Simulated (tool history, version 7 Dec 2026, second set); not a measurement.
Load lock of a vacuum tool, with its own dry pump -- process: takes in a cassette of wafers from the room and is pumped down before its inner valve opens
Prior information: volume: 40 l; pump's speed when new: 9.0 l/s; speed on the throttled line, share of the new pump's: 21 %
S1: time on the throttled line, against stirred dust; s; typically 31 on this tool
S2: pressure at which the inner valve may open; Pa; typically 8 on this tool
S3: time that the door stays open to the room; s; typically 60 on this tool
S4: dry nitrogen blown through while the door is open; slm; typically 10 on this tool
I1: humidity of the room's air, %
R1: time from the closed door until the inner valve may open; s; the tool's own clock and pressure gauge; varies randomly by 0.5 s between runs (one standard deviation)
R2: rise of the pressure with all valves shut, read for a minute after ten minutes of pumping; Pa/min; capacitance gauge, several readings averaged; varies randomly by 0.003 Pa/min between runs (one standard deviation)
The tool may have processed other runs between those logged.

run	day	S1	S2	S3	S4	I1	R1	R2
1	0	31	8	60	10	46.2	71.7	0.06
2	5.796	31	8	60	10	43.7	71.6	0.054
3	11.167	31	7	60	10	43	72	0.051
4	15.6	31	8	60	10	44.5	70.8	0.059
5	20.346	31	8	60	10	41.6	72.1	0.056
6	23.354	31	8	60	10	43.7	71.1	0.057
7	26.271	31	8	60	10	43.4	71.5	0.064
8	29.762	31	8	60	10	46.3	71.4	0.064
9	34.508	31	9	60	10	43.5	70.3	0.058
10	38.9	31	9	60	10	47.3	71.2	0.059
11	44.862	31	9	60	10	45.1	70.5	0.059
12	49.85	31	8	60	10	42.8	71.4	0.063
13	54.821	31	8	60	10	44.6	71	0.066
14	58.425	31	8	60	10	45	71.4	0.067
15	62.342	31	8	60	34	45.4	71.6	0.044
16	66.654	31	8	60	34	47.5	70.9	0.04
17	69.988	31	8	60	34	42.8	72.4	0.045
18	76.146	31	8	93	10	44.4	72.1	0.083
19	81.162	31	10	60	10	47.5	71	0.076
20	84.079	31	8	216	26	42.1	71.7	0.088
21	88.033	51	12	38	20	41.5	83.8	0.051
22	93.221	18	8	60	10	44.9	61.3	0.071
23	98.688	19	14	60	7	42.2	59.3	0.084
24	101.788	19	14	60	7	42.9	59.5	0.078
25	104.342	31	8	33	11	42.8	72	0.062
26	109.888	31	8	33	11	45.1	71.6	0.065
27	115.65	18	8	60	34	46.4	61.4	0.053
28	121.6	16	9	60	10	45.3	59.5	0.082
29	124.179	16	9	60	10	43.7	60.2	0.082
30	129.046	43	12	43	17	45.8	79.3	0.068
31	132.142	43	9	43	17	47.7	81	0.072
32	134.908	43	11	43	17	47.5	79.4	0.069
33	138.692	25	7	32	9	42.6	67.9	0.071
34	141.229	25	7	32	9	45.1	69.1	0.077
35	145.442	21	7	34	9	47.2	66.8	0.075
36	148.742	37	8	158	10	45.8	76.6	0.127
37	151.338	37	8	158	10	44.7	77	0.128

Branching from run 37: 3 alternative next runs. What would each branch give?
A	154.288	37	11	158	27	43.1	?	?
B	154.288	27	8	219	5	45.6	?	?
C	154.288	31	8	211	10	43.4	?	?

run	R1	R2
A	74.4	0.095
B	69.4	0.177
C	71.9	0.145
With the hidden condition removed and each run's random variation left untouched, the same runs would have given:
run	R1	R2
A	69.5	0.053
B	63.9	0.136
C	66.5	0.104
